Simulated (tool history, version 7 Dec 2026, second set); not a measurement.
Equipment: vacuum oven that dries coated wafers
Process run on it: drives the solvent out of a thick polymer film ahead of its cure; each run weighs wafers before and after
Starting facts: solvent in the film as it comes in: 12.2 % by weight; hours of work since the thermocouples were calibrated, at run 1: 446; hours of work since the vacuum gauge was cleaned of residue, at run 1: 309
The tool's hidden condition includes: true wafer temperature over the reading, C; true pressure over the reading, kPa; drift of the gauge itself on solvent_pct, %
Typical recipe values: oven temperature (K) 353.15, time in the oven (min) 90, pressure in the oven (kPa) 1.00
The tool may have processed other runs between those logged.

run     day  oven temperature (K)  time in the oven (min)  pressure in the oven (kPa)  hours of work since the thermocouples were calibrated  hours of work since the vacuum gauge was cleaned of residue  solvent left in the film (%)
  1   0.000                353.15                      90                        1.00                                                    446                                                          309                          1.64
  2   1.758                353.15                      90                        1.00                                                    476                                                          339                          1.62
  3   3.450                353.15                      90                        1.00                                                    505                                                          368                          1.61
  4   5.612                367.15                      90                        1.00                                                    543                                                          405                          0.45
  5   7.233                367.15                      90                        1.00                                                    571                                                          433                          0.47
  6   9.888                353.15                      90                        1.00                                                    616                                                          479                          1.64
  7  11.179                353.15                      90                        1.00                                                    639                                                          502                          1.60
  8  12.908                353.15                      90                        1.00                                                    669                                                          531                          1.64
  9  15.079                353.15                      90                        1.09                                                    706                                                          569                          1.67
 10  16.575                353.15                      90                        1.00                                                    732                                                          595                          1.63
 11  17.838                353.15                      90                        1.00                                                    754                                                          617                          1.61
 12  20.225                353.15                      90                        2.64                                                    795                                                          658                          2.57
 13  22.417                353.15                      52                        2.64                                                    833                                                          696                          3.95
 14  24.708                353.15                      52                        2.64                                                    872                                                          735                          3.94
 15  26.896                353.15                      52                        2.64                                                    910                                                          773                          3.91
 16  28.608                353.15                      98                        1.00                                                    940                                                          803                          1.45
 17  31.425                353.15                      98                        1.00                                                    988                                                          851                          1.48
 18  34.329                353.15                      90                        1.00                                                   1039                                                          901                          1.60
 19  36.933                353.15                      90                        1.00                                                   1083                                                          946                          1.62
 20  39.054                355.15                      91                        1.00                                                   1120                                                          983                          1.35
 21  40.550                349.15                      74                        2.15                                                   1146                                                         1009                          3.54
 22  42.688                349.15                      74                        2.15                                                   1183                                                         1046                          3.48
     44.617  -- oven's thermocouples calibrated
 23  45.483                349.15                      74                        2.15                                                     15                                                         1093                          3.76
 24  48.021                353.15                     130                        2.05                                                     59                                                         1136                          1.86
 25  50.292                340.15                      96                        3.16                                                     98                                                         1176                          6.09
 26  53.058                356.15                      96                        0.59                                                    146                                                         1223                          1.04
 27  56.033                366.15                      90                        0.97                                                    197                                                         1275                          0.60
 28  58.458                351.15                      49                        0.72                                                    239                                                         1317                          3.73
     59.425  -- vacuum gauge cleaned of residue and calibrated
 29  59.904                351.15                      49                        1.44                                                    263                                                            8                          3.87
 30  61.783                351.15                      49                        1.21                                                    295                                                           41                          3.85
 31  64.267                351.15                      58                        1.42                                                    338                                                           84                          3.33
 32  65.754                367.15                      90                        1.12                                                    364                                                          109                          0.45
 33  68.700                346.15                     116                        2.95                                                    415                                                          160                          3.57
 34  70.921                360.15                      90                        1.00                                                    453                                                          198                          0.80
 35  72.350                353.15                     139                        1.11                                                    478                                                          223                          0.96
 36  75.121                341.15                      64                        0.68                                                    526                                                          271                          4.84
 37  77.542                353.15                     150                        1.51                                                    567                                                          313                          1.16
 38  78.775                358.15                     100                        1.51                                                    589                                                          334                          1.07

Below are 5 alternative next runs, each starting from the tool's condition after run 38. Predict each:
  A  80.262                350.15                     111                        0.79                                                    614                                                          360                             ?
  B  80.262                354.15                     107                        0.60                                                    614                                                          360                             ?
  C  80.262                366.15                     119                        1.00                                                    614                                                          360                             ?
  D  80.262                353.15                      61                        1.00                                                    614                                                          360                             ?
  E  80.262                358.15                      64                        0.50                                                    614                                                          360                             ?

run  solvent left in the film (%)
  A                          1.41
  B                          0.91
  C                          0.44
  D                          2.53
  E                          1.30
Take away the tool's hidden state, keep each run's random variation, and the runs would have read:
run  solvent left in the film (%)
  A                          1.46
  B                          0.94
  C                          0.41
  D                          2.65
  E                          1.38
